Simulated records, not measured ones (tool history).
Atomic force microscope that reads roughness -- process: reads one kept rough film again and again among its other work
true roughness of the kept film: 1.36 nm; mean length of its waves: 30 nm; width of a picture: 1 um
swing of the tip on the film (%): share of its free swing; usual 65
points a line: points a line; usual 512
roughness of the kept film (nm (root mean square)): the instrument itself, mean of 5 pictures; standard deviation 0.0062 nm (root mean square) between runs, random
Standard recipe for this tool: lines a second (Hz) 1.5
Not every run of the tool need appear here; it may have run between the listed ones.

| run | day | lines a second (Hz) | swing of the tip on the film (%) | points a line | roughness of the kept film (nm (root mean square)) |
|---|---|---|---|---|---|
| 1 | 0 | 1.5 | 65 | 512 | 1.202 |
| 2 | 0.775 | 1.5 | 65 | 512 | 1.202 |
| 3 | 1.325 | 1.5 | 65 | 512 | 1.183 |
| 4 | 1.796 | 1.5 | 65 | 512 | 1.202 |
| 5 | 2.321 | 1.5 | 65 | 512 | 1.203 |
| 6 | 2.95 | 1.5 | 65 | 512 | 1.184 |
| 7 | 3.475 | 1.5 | 65 | 512 | 1.185 |
| 8 | 4.083 | 1.5 | 65 | 512 | 1.201 |
| 9 | 4.908 | 1.5 | 65 | 512 | 1.187 |
| 10 | 5.617 | 1.5 | 65 | 512 | 1.195 |
| 11 | 6.192 | 2.88 | 65 | 512 | 1.13 |
| 12 | 6.612 | 2.88 | 65 | 512 | 1.133 |
| 13 | 7.308 | 1.5 | 65 | 512 | 1.198 |
| 14 | 8.258 | 1.5 | 65 | 261 | 1.176 |
| 15 | 9.133 | 1.5 | 65 | 261 | 1.169 |
| 16 | 9.883 | 1.5 | 65 | 261 | 1.174 |
| 17 | 10.729 | 1.5 | 65 | 261 | 1.177 |
| 18 | 11.179 | 1.5 | 59 | 512 | 1.213 |
| 19 | 12.062 | 1.5 | 59 | 512 | 1.224 |
| 20 | 12.908 | 1.5 | 59 | 512 | 1.226 |
| 21 | 13.388 | 1.5 | 59 | 512 | 1.219 |
| 22 | 13.808 | 1.5 | 59 | 512 | 1.214 |
| 23 | 14.712 | 1.5 | 59 | 512 | 1.218 |
| 24 | 15.392 | 1.5 | 59 | 512 | 1.225 |
| 25 | 16.033 | 2.11 | 65 | 512 | 1.155 |
| 26 | 16.6 | 1.5 | 65 | 512 | 1.199 |
| 27 | 17.4 | 1.5 | 65 | 512 | 1.181 |
| 28 | 17.958 | 0.92 | 70 | 291 | 1.199 |
| 29 | 18.783 | 0.69 | 59 | 364 | 1.253 |
| 30 | 19.775 | 0.69 | 59 | 364 | 1.245 |
| 31 | 20.579 | 0.58 | 88 | 632 | 1.171 |
| 32 | 21.571 | 0.58 | 88 | 632 | 1.18 |
| 33 | 22.054 | 0.58 | 88 | 632 | 1.176 |
| 34 | 22.738 | 1.85 | 65 | 512 | 1.176 |
| 35 | 23.483 | 1.85 | 65 | 512 | 1.176 |
| 36 | 23.996 | 1.85 | 65 | 512 | 1.165 |
| 37 | 24.762 | 1.85 | 65 | 512 | 1.179 |
| 38 | 25.254 | 0.9 | 56 | 392 | 1.249 |
| 39 | 26.238 | 1.33 | 56 | 1014 | 1.236 |
| 40 | 27.208 | 1.33 | 56 | 1014 | 1.244 |
| 41 | 27.992 | 1.5 | 82 | 642 | 1.09 |
| 42 | 28.488 | 2.86 | 85 | 376 | 0.922 |
| 43 | 29.225 | 1.62 | 85 | 376 | 1.042 |
| 44 | 29.971 | 1.62 | 85 | 376 | 1.039 |
| 45 | 30.55 | 1.62 | 60 | 376 | 1.208 |
| 46 | 30.975 | 1.16 | 81 | 733 | 1.126 |
| 47 | 31.858 | 1.92 | 67 | 512 | 1.158 |
| 48 | 32.558 | 1.16 | 75 | 307 | 1.15 |
| 49 | 33.196 | 0.81 | 85 | 308 | 1.143 |
| 50 | 34.092 | 0.88 | 56 | 629 | 1.247 |
| 51 | 34.938 | 1.5 | 86 | 512 | 1.042 |
| 52 | 35.854 | 1.5 | 86 | 512 | 1.05 |
| 53 | 36.496 | 1.33 | 86 | 329 | 1.061 |

Removed from this log: 2 entries logged between the listed runs. Between which two listed runs does each belong, and how does the tool's hidden state at the listed run before it compare with that at the listed run after it?
Runs 20 to 21: new tip fitted (day 13.358)
  radius of the tip, nm: 10.7 -> 10
Runs 39 to 40: new tip fitted (day 26.704)
  radius of the tip, nm: 10.7 -> 10
